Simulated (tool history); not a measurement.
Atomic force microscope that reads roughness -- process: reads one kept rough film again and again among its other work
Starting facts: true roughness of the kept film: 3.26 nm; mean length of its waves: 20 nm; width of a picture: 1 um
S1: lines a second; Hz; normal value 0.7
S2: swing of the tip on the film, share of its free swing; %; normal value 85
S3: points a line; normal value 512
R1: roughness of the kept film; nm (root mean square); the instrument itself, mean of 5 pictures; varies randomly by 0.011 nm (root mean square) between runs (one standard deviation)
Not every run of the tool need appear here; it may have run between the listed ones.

run 1 hour=0 | S1=0.7 S2=85 S3=512 | R1=2.175
run 2 hour=11.4 | S1=2.215 S2=85 S3=512 | R1=1.976
run 3 hour=26.8 | S1=2.643 S2=85 S3=512 | R1=1.899
-- hour=37.2 new tip fitted
run 4 hour=40.8 | S1=0.7 S2=85 S3=512 | R1=2.508
run 5 hour=55.2 | S1=0.7 S2=85 S3=512 | R1=2.418
run 6 hour=68.8 | S1=0.7 S2=85 S3=512 | R1=2.341
run 7 hour=80.9 | S1=0.7 S2=59 S3=512 | R1=2.341
run 8 hour=91.7 | S1=0.7 S2=67 S3=512 | R1=2.265
run 9 hour=103 | S1=0.7 S2=67 S3=512 | R1=2.22
run 10 hour=110.6 | S1=0.7 S2=67 S3=512 | R1=2.167

The next listed run, before its measurement:
run 11 hour=122.2 | S1=0.7 S2=85 S3=512 | R1=?

R1: 2.063 nm (root mean square)
If the tool had no hidden condition, the same run with the same run-to-run variation would have returned R1 2.532 nm (root mean square).
